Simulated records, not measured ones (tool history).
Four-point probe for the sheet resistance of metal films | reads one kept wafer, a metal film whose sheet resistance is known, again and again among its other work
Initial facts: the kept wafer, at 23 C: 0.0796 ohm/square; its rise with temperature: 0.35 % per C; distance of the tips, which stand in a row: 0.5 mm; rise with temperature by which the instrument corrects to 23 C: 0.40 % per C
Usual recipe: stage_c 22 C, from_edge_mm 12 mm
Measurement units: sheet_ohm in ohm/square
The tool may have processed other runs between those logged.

{"run": 1, "day": 0.0, "stage_c": 22, "from_edge_mm": 12, "sheet_ohm": 0.079248}
{"run": 2, "day": 0.538, "stage_c": 23, "from_edge_mm": 12, "sheet_ohm": 0.079225}
{"run": 3, "day": 1.021, "stage_c": 23, "from_edge_mm": 12, "sheet_ohm": 0.079245}
{"run": 4, "day": 1.308, "stage_c": 23, "from_edge_mm": 12, "sheet_ohm": 0.07919}
{"run": 5, "day": 1.721, "stage_c": 22, "from_edge_mm": 12, "sheet_ohm": 0.079283}
{"run": 6, "day": 2.083, "stage_c": 22, "from_edge_mm": 12, "sheet_ohm": 0.079281}
{"day": 2.129, "done": "stage's thermometer calibrated"}
{"run": 7, "day": 2.679, "stage_c": 22, "from_edge_mm": 12, "sheet_ohm": 0.079265}
{"run": 8, "day": 3.033, "stage_c": 22, "from_edge_mm": 14, "sheet_ohm": 0.079214}
{"run": 9, "day": 3.642, "stage_c": 22, "from_edge_mm": 37, "sheet_ohm": 0.07918}
{"run": 10, "day": 4.154, "stage_c": 32, "from_edge_mm": 8, "sheet_ohm": 0.078892}
{"run": 11, "day": 4.588, "stage_c": 32, "from_edge_mm": 8, "sheet_ohm": 0.078925}
{"run": 12, "day": 5.008, "stage_c": 30, "from_edge_mm": 33, "sheet_ohm": 0.078891}
{"run": 13, "day": 5.321, "stage_c": 22, "from_edge_mm": 12, "sheet_ohm": 0.079234}
{"day": 5.396, "done": "stage's thermometer calibrated, once more"}
{"run": 14, "day": 5.654, "stage_c": 30, "from_edge_mm": 12, "sheet_ohm": 0.079096}
{"run": 15, "day": 6.021, "stage_c": 28, "from_edge_mm": 40, "sheet_ohm": 0.079102}
{"run": 16, "day": 6.504, "stage_c": 22, "from_edge_mm": 27, "sheet_ohm": 0.07933}
{"run": 17, "day": 6.883, "stage_c": 34, "from_edge_mm": 7, "sheet_ohm": 0.079029}
{"run": 18, "day": 7.267, "stage_c": 30, "from_edge_mm": 3, "sheet_ohm": 0.080144}

Each row is a separate what-if for the run after 18, all from the same tool condition, not one after another. Results?
{"run": "A", "day": 7.621, "stage_c": 23, "from_edge_mm": 21, "sheet_ohm": "?"}
{"run": "B", "day": 7.621, "stage_c": 22, "from_edge_mm": 19, "sheet_ohm": "?"}
{"run": "C", "day": 7.621, "stage_c": 22, "from_edge_mm": 7, "sheet_ohm": "?"}
{"run": "D", "day": 7.621, "stage_c": 34, "from_edge_mm": 12, "sheet_ohm": "?"}
{"run": "E", "day": 7.621, "stage_c": 32, "from_edge_mm": 10, "sheet_ohm": "?"}

run=A sheet_ohm=0.079288
run=B sheet_ohm=0.079365
run=C sheet_ohm=0.079539
run=D sheet_ohm=0.078937
run=E sheet_ohm=0.079
Take away the tool's hidden state, keep each run's random variation, and the runs would have read:
run=A sheet_ohm=0.079614
run=B sheet_ohm=0.079691
run=C sheet_ohm=0.079866
run=D sheet_ohm=0.079262
run=E sheet_ohm=0.079325
